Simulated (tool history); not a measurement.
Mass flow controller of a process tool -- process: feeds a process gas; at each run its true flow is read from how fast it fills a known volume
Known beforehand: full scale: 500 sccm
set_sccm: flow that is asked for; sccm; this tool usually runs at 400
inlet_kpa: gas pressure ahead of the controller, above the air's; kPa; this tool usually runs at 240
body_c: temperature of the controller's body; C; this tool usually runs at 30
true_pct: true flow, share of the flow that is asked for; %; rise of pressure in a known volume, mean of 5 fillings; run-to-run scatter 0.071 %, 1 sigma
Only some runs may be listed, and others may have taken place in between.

Run 1, hour 0: usual settings. Result: true_pct 102.38 %.
Run 2, hour 131.3: usual settings. Result: true_pct 102.33 %.
Run 3, hour 282.9: usual settings. Result: true_pct 102.35 %.
Run 4, hour 343.8: usual settings. Result: true_pct 102.42 %.
Run 5, hour 472.4: usual settings. Result: true_pct 102.5 %.
Run 6, hour 570.2: usual settings. Result: true_pct 102.46 %.
Run 7, hour 701: usual settings. Result: true_pct 102.57 %.
Run 8, hour 837.9: usual settings but inlet_kpa 242 kPa. Result: true_pct 102.49 %.
Run 9, hour 932.4: usual settings but set_sccm 496 sccm. Result: true_pct 102.81 %.
Run 10, hour 1022.3: usual settings but set_sccm 496 sccm. Result: true_pct 102.63 %.
Run 11, hour 1102.1: usual settings but set_sccm 496 sccm. Result: true_pct 102.72 %.
Run 12, hour 1225.5: usual settings but set_sccm 140 sccm. Result: true_pct 103.91 %.
Run 13, hour 1320.9: usual settings but set_sccm 140 sccm. Result: true_pct 103.92 %.
Run 14, hour 1458.1: usual settings but set_sccm 140 sccm. Result: true_pct 103.85 %.
Run 15, hour 1529.4: usual settings but set_sccm 140 sccm. Result: true_pct 103.88 %.
Run 16, hour 1628.8: usual settings but set_sccm 140 sccm. Result: true_pct 104.06 %.
Run 17, hour 1742.3: usual settings but set_sccm 140 sccm. Result: true_pct 104.13 %.
Run 18, hour 1886.4: usual settings but set_sccm 86 sccm, body_c 28 C. Result: true_pct 105.9 %.
Run 19, hour 1997.8: usual settings but set_sccm 86 sccm, inlet_kpa 162 kPa, body_c 28 C. Result: true_pct 106.03 %.
Run 20, hour 2068.3: usual settings but set_sccm 86 sccm, inlet_kpa 161 kPa, body_c 23 C. Result: true_pct 105.57 %.
Run 21, hour 2183.4: usual settings but set_sccm 243 sccm, inlet_kpa 183 kPa, body_c 36 C. Result: true_pct 104.01 %.
Run 22, hour 2252.3: usual settings but inlet_kpa 256 kPa, body_c 20 C. Result: true_pct 101.77 %.
Run 23, hour 2371.5: usual settings but set_sccm 195 sccm, inlet_kpa 205 kPa, body_c 28 C. Result: true_pct 103.54 %.
Run 24, hour 2497.2: usual settings but set_sccm 158 sccm, inlet_kpa 141 kPa. Result: true_pct 104.38 %.
Run 25, hour 2621.8: usual settings but set_sccm 72 sccm, inlet_kpa 186 kPa, body_c 37 C. Result: true_pct 108.84 %.
Run 26, hour 2740.3: usual settings but set_sccm 72 sccm, inlet_kpa 186 kPa, body_c 37 C. Result: true_pct 108.98 %.
Run 27, hour 2811.4: usual settings but set_sccm 72 sccm, inlet_kpa 279 kPa, body_c 27 C. Result: true_pct 107.59 %.
Run 28, hour 2940.4: usual settings but set_sccm 72 sccm, inlet_kpa 279 kPa, body_c 27 C. Result: true_pct 107.75 %.
Run 29, hour 3081.3: usual settings but set_sccm 269 sccm, body_c 35 C. Result: true_pct 104.17 %.
Run 30, hour 3158.4: usual settings but set_sccm 171 sccm, inlet_kpa 244 kPa, body_c 20 C. Result: true_pct 103.03 %.
Run 31, hour 3276.8: usual settings but set_sccm 171 sccm, inlet_kpa 182 kPa, body_c 20 C. Result: true_pct 103.27 %.

Some steps in true_pct between neighbouring runs. How much of each would the tool show without its hidden state too (settings, what came in, random variation), and how much is left for the hidden state, with any gauge scatter that isn't in both results?
Hidden state at play: flow at rest that the sensor doesn't see, % of full scale; true flow over the shown one, %; drift of the gauge itself on true_pct, %.
Run 20 -> 21: set_sccm 86 -> 243, inlet_kpa 161 -> 183, body_c 23 -> 36. true_pct -1.56 %: hidden state -3.64, all else +2.08.
Run 21 -> 22: set_sccm 243 -> 400, inlet_kpa 183 -> 256, body_c 36 -> 20. true_pct -2.24 %: hidden state -0.77, all else -1.47.
Run 24 -> 25: set_sccm 158 -> 72, inlet_kpa 141 -> 186, body_c 30 -> 37. true_pct +4.46 %: hidden state +4.02, all else +0.44.
Run 28 -> 29: set_sccm 72 -> 269, inlet_kpa 279 -> 240, body_c 27 -> 35. true_pct -3.58 %: hidden state -5.44, all else +1.86.
